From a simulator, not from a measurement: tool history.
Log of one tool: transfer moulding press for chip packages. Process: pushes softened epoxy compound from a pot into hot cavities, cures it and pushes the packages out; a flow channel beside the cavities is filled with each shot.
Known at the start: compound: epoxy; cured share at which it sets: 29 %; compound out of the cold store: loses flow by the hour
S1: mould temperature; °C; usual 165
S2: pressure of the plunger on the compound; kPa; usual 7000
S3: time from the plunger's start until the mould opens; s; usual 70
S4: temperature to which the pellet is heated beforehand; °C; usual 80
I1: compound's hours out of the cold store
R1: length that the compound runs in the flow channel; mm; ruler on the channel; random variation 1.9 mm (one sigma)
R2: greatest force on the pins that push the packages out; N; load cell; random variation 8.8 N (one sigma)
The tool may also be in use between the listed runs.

run	day	S1	S2	S3	S4	I1	R1	R2
1	0.000	165	7000	70	80	8.4	966	690
2	0.412	165	7000	70	80	28.5	845	630
3	0.725	165	7000	70	80	43.7	775	635
# day 1.075: cavities cleaned with cleaning compound and waxed
4	1.100	165	6400	70	80	19.1	853	761
5	1.488	165	8560	70	80	23.6	961	769
6	1.988	165	7000	70	80	39.8	786	714
7	2.442	165	7000	70	80	44.7	764	711
8	2.983	166	7000	70	80	20.3	882	764
9	3.271	166	7000	70	80	22.8	868	742
# day 3.471: cavities cleaned with cleaning compound and waxed, once more
10	3.738	165	7000	70	80	43.9	764	526
11	4.083	165	7000	70	80	21.4	876	592
12	4.550	165	7000	70	80	31.6	819	586
13	4.862	165	7000	70	80	30.2	828	606
14	5.433	165	7000	70	80	26.8	838	665
# day 5.838: cavities cleaned with cleaning compound and waxed
15	6.008	165	8110	70	80	15.8	968	544
16	6.288	165	8110	70	80	10.2	1000	594
17	6.646	165	7040	70	70	10.4	935	659
18	7.004	171	7000	70	87	20.3	856	405
19	7.275	171	7000	70	87	8.2	920	431
20	7.633	171	7000	70	87	30.2	802	432
21	8.012	171	7000	70	87	19.1	854	453
# day 8.204: cavities cleaned with cleaning compound and waxed
22	8.588	171	7000	70	87	36.9	769	364
23	8.838	165	8660	56	80	20.3	965	1119
24	9.329	165	8660	56	80	13.1	1006	1197
25	9.858	160	8340	70	89	12.4	1003	978
26	10.196	167	7990	70	72	22.9	903	599
# day 10.571: cavities cleaned with cleaning compound and waxed
27	10.604	163	5810	69	88	32.5	733	576
28	10.900	160	7930	70	80	28.4	889	788
29	11.200	160	7930	70	80	13.9	972	896

Forecast each of these 4 alternatives for the next run:
A	11.662	160	7930	70	87	24.4	?	?
B	11.662	165	8720	90	77	18.7	?	?
C	11.662	160	5250	70	73	19.9	?	?
D	11.662	157	7000	62	82	28.2	?	?

run	R1	R2
A	911	874
B	971	378
C	762	969
D	845	1349
Without the tool's hidden state the same runs would have given:
run	R1	R2
A	947	760
B	1010	321
C	792	842
D	879	1158
